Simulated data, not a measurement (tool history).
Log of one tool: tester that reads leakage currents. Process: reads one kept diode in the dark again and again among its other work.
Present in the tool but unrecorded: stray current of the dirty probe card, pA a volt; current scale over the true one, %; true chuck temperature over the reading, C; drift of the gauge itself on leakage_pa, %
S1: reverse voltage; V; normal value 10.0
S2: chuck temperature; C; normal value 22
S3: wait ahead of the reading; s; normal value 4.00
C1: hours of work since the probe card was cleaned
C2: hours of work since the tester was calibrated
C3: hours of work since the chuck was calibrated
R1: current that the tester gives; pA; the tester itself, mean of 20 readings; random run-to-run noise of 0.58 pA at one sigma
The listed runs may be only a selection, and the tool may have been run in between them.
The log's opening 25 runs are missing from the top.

run 26 day=202.450 | S1=4.0 S2=37 S3=0.61 | C1=1819 C2=2219 C3=1340 | R1=443.76
run 27 day=208.217 | S1=1.7 S2=33 S3=0.97 | C1=1899 C2=2300 C3=1420 | R1=228.69
run 28 day=214.279 | S1=1.7 S2=31 S3=0.97 | C1=1983 C2=2384 C3=1505 | R1=195.65
run 29 day=219.479 | S1=6.0 S2=45 S3=0.37 | C1=2056 C2=2457 C3=1577 | R1=959.52
run 30 day=226.962 | S1=6.0 S2=45 S3=0.37 | C1=2160 C2=2561 C3=1681 | R1=955.03
run 31 day=234.000 | S1=11.3 S2=23 S3=5.29 | C1=2258 C2=2659 C3=1780 | R1=220.75
run 32 day=243.929 | S1=1.5 S2=21 S3=3.47 | C1=2397 C2=2797 C3=1918 | R1=81.24
run 33 day=248.958 | S1=1.5 S2=21 S3=3.47 | C1=2467 C2=2867 C3=1988 | R1=81.21
run 34 day=254.283 | S1=7.4 S2=27 S3=0.50 | C1=2541 C2=2941 C3=2062 | R1=258.49
-- day=255.846 chuck's temperature calibrated
run 35 day=264.142 | S1=1.1 S2=48 S3=2.43 | C1=2677 C2=3078 C3=116 | R1=596.23
run 36 day=269.571 | S1=2.4 S2=35 S3=2.43 | C1=2753 C2=3153 C3=191 | R1=308.97
-- day=274.871 tester calibrated
run 37 day=276.142 | S1=2.4 S2=35 S3=0.38 | C1=2843 C2=18 C3=282 | R1=310.49
run 38 day=286.454 | S1=4.7 S2=38 S3=4.00 | C1=2987 C2=161 C3=425 | R1=513.60
run 39 day=290.892 | S1=1.2 S2=38 S3=3.18 | C1=3049 C2=223 C3=487 | R1=293.87

3 ways to go on from here, each from the tool as it stands after run 39. What would each give?
run A day=298.512 | S1=10.0 S2=21 S3=4.00 | C1=3155 C2=329 C3=593 | R1=?
run B day=298.512 | S1=1.2 S2=38 S3=8.07 | C1=3155 C2=329 C3=593 | R1=?
run C day=298.512 | S1=10.2 S2=38 S3=3.18 | C1=3155 C2=329 C3=593 | R1=?

run=A R1=177.05
run=B R1=293.56
run=C R1=703.71
Without the tool's unlogged condition, the same runs would have read:
run=A R1=176.89
run=B R1=293.63
run=C R1=703.71
